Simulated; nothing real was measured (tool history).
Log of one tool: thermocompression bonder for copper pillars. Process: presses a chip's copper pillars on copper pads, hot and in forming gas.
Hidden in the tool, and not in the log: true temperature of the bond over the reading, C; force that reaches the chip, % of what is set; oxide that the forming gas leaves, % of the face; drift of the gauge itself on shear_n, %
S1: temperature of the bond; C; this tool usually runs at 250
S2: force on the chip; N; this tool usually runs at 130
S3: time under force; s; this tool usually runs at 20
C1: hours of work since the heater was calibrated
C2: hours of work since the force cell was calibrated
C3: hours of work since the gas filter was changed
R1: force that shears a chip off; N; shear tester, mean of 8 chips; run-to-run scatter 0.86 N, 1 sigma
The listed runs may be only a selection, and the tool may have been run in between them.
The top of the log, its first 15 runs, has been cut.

run   hour   S1   S2  S3   C1   C2   C3    R1
 16  158.6  250  165  20  247  867  138  77.8
 17    173  250  165  20  253  874  144  76.1
 18  184.7  250  130  29  259  879  150  78.3
 19  191.3  250  130  29  262  882  153  77.8
 20  200.6  250  130  20  266  887  157  70.5
 21  212.6  250  130  20  272  892  163  70.1
 22  226.9  277  136  20  278  899  170  88.4
 23  235.5  250  130  17  282  903  174  67.4
 24  244.8  223  130  20  287  907  178  48.9
 25  256.8  272  168  20  292  913  184  90.4
 26  265.8  272  168  20  296  917  188    91
 27  275.8  263  188  17  301  922  192  85.5
     288.5  -- forming gas filter changed
 28  289.5  260  165  46  307  928    0  95.2
 29  305.2  250  111  10  315  935    8  52.7
 30  314.4  250  175  36  319  939   12  87.3
 31  323.7  277  139  26  323  944   16  94.2
 32  339.4  277  139  26  331  951   24  93.5
 33  347.9  221  162  22  334  955   28    54
 34  358.5  221  162  22  339  960   33  52.3
 35  371.5  227  107  23  345  966   39  48.5
 36  384.5  278  118  49  352  972   45  96.3
 37  399.8  278  118  49  359  979   52  98.1
 38  407.1  278  118  49  362  983   55  97.7
 39  420.2  278  118  10  368  989   61  76.3

Predict each of these 4 candidate next runs independently; none follows another, all start after run 39:
  A  429.1  240  130  25  372  993  65   ?
  B  429.1  249  165  20  372  993  65   ?
  C  429.1  278  137  10  372  993  65   ?
  D  429.1  220  118  10  372  993  65   ?

run    R1
  A  67.3
  B  74.9
  C  79.6
  D  33.6
What these runs would have given with no unlogged condition in the tool:
run    R1
  A  67.5
  B  75.1
  C  79.8
  D  33.8
